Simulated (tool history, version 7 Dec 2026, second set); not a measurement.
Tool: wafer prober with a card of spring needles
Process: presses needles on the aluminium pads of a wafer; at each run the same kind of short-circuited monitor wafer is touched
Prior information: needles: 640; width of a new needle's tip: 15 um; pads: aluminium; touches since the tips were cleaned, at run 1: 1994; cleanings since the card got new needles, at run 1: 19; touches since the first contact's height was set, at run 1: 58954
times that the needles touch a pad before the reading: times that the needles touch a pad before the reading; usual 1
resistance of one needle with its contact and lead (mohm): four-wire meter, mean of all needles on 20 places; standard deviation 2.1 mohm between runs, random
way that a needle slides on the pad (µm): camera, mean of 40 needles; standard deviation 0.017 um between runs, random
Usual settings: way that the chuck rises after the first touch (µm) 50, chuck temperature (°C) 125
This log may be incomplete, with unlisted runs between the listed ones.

run   hour  way that the chuck rises after the first touch (µm)  chuck temperature (°C)  times that the needles touch a pad before the reading  touches since the tips were cleaned  cleanings since the card got new needles  touches since the first contact's height was set  resistance of one needle with its contact and lead (mohm)  way that a needle slides on the pad (µm)
  1      0                                                   50                     125                                                      1                                 1994                                        19                                             58954                                                        304                                     11.69
  2      7                                                   50                     125                                                      1                                 5561                                        19                                             62521                                                        363                                     11.67
       9.4  -- tips cleaned on abrasive film
      18.3  -- height of the first contact set anew
  3   21.1                                                   50                     125                                                      3                                 5825                                        20                                              1420                                                        308                                     11.82
      22.3  -- tips cleaned on abrasive film
  4   29.8                                                   50                     125                                                      3                                 3837                                        21                                              5800                                                        282                                     11.81
      35.2  -- tips cleaned on abrasive film
  5   37.8                                                   50                     125                                                      1                                 1340                                        22                                              9820                                                        291                                      11.8
      47.9  -- tips cleaned on abrasive film
  6   47.9                                                   50                     125                                                      1                                    0                                        23                                             14894                                                        244                                     11.77
  7   55.9                                                   47                      95                                                      2                                 4062                                        23                                             18956                                                        311                                     11.07
      60.9  -- tips cleaned on abrasive film
  8   65.8                                                   47                      95                                                      2                                 2497                                        24                                             23939                                                        281                                     11.06
      73.6  -- tips cleaned on abrasive film
  9   80.3                                                   47                      95                                                      2                                 3374                                        25                                             31251                                                        297                                     11.08
      86.4  -- tips cleaned on abrasive film
 10     95                                                   50                      39                                                      2                                 4352                                        26                                             38691                                                        294                                      11.7
      99.1  -- tips cleaned on abrasive film, once more
 11  104.9                                                   50                      27                                                      1                                 2969                                        27                                             43700                                                        316                                     11.72
       112  -- tips cleaned on abrasive film
 12  112.2                                                   43                     125                                                      3                                  130                                        28                                             47345                                                        244                                     10.05

Alternative continuations, all from the tool just after run 12; predict every row:
     124.8  -- tips cleaned on abrasive film
  A  128.4                                                   33                      30                                                      1                                 1836                                        29                                             55527                                                          ?                                         ?
     124.8  -- tips cleaned on abrasive film
  B  128.4                                                   50                     112                                                      1                                 1836                                        29                                             55527                                                          ?                                         ?
     124.8  -- tips cleaned on abrasive film
  C  128.4                                                   32                      86                                                      2                                 1836                                        29                                             55527                                                          ?                                         ?

run  resistance of one needle with its contact and lead (mohm)  way that a needle slides on the pad (µm)
  A                                                        391                                      7.68
  B                                                        311                                     11.72
  C                                                        337                                      7.43
Had the tool no hidden state, the same runs would have come out as:
run  resistance of one needle with its contact and lead (mohm)  way that a needle slides on the pad (µm)
  A                                                        218                                      7.81
  B                                                        236                                     11.85
  C                                                        236                                      7.56
